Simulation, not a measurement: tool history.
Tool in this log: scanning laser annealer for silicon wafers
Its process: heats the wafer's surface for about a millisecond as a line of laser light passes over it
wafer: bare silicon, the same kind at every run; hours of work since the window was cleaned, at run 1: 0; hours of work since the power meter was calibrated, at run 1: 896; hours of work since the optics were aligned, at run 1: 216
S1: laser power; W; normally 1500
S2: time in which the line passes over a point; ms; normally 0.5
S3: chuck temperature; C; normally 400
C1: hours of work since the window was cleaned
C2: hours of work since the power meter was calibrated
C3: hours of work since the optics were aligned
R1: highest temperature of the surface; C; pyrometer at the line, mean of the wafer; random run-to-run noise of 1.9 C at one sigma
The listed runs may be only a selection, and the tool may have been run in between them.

run   hour    S1     S2   S3   C1    C2   C3    R1
  1      0  1500    0.5  400    0   896  216  1174
  2     30  1500   0.48  400   20   915  236  1158
  3   84.7  1631    0.5  400   56   952  272  1252
  4  147.1  1500    0.5  400   98   993  314  1163
  5  191.3  1500    0.5  400  127  1023  343  1155
  6  220.7  1500    0.5  400  147  1042  363  1153
     228.5  -- optics aligned, line set to its width
  7  272.7  1500    0.5  400  178  1074   29  1148
  8  330.8  1500    0.5  400  217  1112   68  1143
  9  360.9  1500    0.5  400  237  1132   88  1136
 10  418.7  1500    0.5  400  275  1171  127  1130
 11  456.4  1500    0.5  434  300  1196  152  1159
 12  496.9  1500    0.5  434  327  1223  179  1160
     502.2  -- window over the wafer cleaned
     510.9  -- optics aligned, line set to its width, once more
 13  564.6  1284  0.513  378   38  1263   36  1020
 14  609.8  1284  0.513  378   68  1293   66  1015
 15  668.8  1602  0.529  386  108  1333  105  1239
 16  712.6  1500   0.41  434  137  1362  134  1127
 17  740.5  1530    0.5  400  155  1380  153  1178
 18    779  1288  0.562  425  181  1406  178  1077

Entry by entry between the runs, the difference in hidden state between the last listed run before and the first listed run after:
Run 6 -> run 7: optics aligned, line set to its width (hour 228.5)
  light that passes the window, % of a clean one's: 97.53 -> 97.04; laser's true power over the reading, %: 0.48 -> 0.49; width of the line over the set one, %: 1.17 -> 1.37
  measured value less the no-hidden-state value, R1: -28 -> -33 C
Run 12 -> run 13: window over the wafer cleaned (hour 502.2); optics aligned, line set to its width, once more (hour 510.9)
  light that passes the window, % of a clean one's: 94.71 -> 99.24; laser's true power over the reading, %: 0.55 -> 0.56; width of the line over the set one, %: 1.73 -> 0.08
  measured value less the no-hidden-state value, R1: -58 -> -2 C
